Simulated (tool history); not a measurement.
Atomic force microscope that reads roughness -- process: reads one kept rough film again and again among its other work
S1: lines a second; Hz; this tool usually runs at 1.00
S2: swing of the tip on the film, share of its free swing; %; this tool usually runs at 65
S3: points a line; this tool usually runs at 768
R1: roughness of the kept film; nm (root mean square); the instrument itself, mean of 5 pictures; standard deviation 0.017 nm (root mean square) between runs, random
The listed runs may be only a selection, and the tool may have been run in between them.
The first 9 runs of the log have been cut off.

run 10 hour=209.7 | S1=1.00 S2=65 S3=768 | R1=3.418
run 11 hour=228.0 | S1=1.00 S2=65 S3=281 | R1=3.029
run 12 hour=241.0 | S1=1.00 S2=65 S3=281 | R1=2.822
run 13 hour=263.2 | S1=1.00 S2=65 S3=281 | R1=2.513
-- hour=286.9 new tip fitted
run 14 hour=291.2 | S1=1.00 S2=65 S3=281 | R1=3.833
run 15 hour=307.4 | S1=1.00 S2=65 S3=281 | R1=3.472
run 16 hour=333.6 | S1=1.00 S2=65 S3=768 | R1=3.079
run 17 hour=348.2 | S1=1.00 S2=65 S3=768 | R1=2.868
run 18 hour=370.5 | S1=0.83 S2=86 S3=691 | R1=2.495
-- hour=390.0 new tip fitted
run 19 hour=398.3 | S1=1.31 S2=61 S3=395 | R1=3.715
run 20 hour=420.3 | S1=1.31 S2=61 S3=395 | R1=3.255
run 21 hour=441.2 | S1=1.36 S2=65 S3=768 | R1=2.948
run 22 hour=459.4 | S1=2.07 S2=65 S3=780 | R1=2.663
run 23 hour=489.6 | S1=1.00 S2=66 S3=768 | R1=2.377
-- hour=494.3 new tip fitted
run 24 hour=513.9 | S1=0.62 S2=66 S3=271 | R1=3.364
run 25 hour=526.6 | S1=2.25 S2=60 S3=768 | R1=3.212
run 26 hour=550.5 | S1=2.25 S2=60 S3=768 | R1=2.815
run 27 hour=571.5 | S1=2.71 S2=87 S3=697 | R1=2.295
run 28 hour=587.4 | S1=2.71 S2=60 S3=635 | R1=2.387
-- hour=596.6 new tip fitted
run 29 hour=605.0 | S1=0.67 S2=58 S3=290 | R1=3.673
run 30 hour=629.2 | S1=2.97 S2=71 S3=527 | R1=3.049
run 31 hour=650.1 | S1=0.74 S2=72 S3=394 | R1=2.858
run 32 hour=677.3 | S1=0.74 S2=72 S3=394 | R1=2.546
run 33 hour=696.0 | S1=0.56 S2=79 S3=402 | R1=2.355

Below are 3 alternative next runs, each starting from the tool's condition after run 33. Predict each:
-- hour=698.9 new tip fitted
run A hour=717.1 | S1=2.23 S2=78 S3=485 | R1=?
-- hour=698.9 new tip fitted
run B hour=717.1 | S1=1.35 S2=79 S3=439 | R1=?
-- hour=698.9 new tip fitted
run C hour=717.1 | S1=1.45 S2=74 S3=732 | R1=?

run=A R1=3.352
run=B R1=3.438
run=C R1=3.493
Stripped of hidden state, with their random variation kept, the same runs would have yielded:
run=A R1=3.804
run=B R1=3.901
run=C R1=3.964

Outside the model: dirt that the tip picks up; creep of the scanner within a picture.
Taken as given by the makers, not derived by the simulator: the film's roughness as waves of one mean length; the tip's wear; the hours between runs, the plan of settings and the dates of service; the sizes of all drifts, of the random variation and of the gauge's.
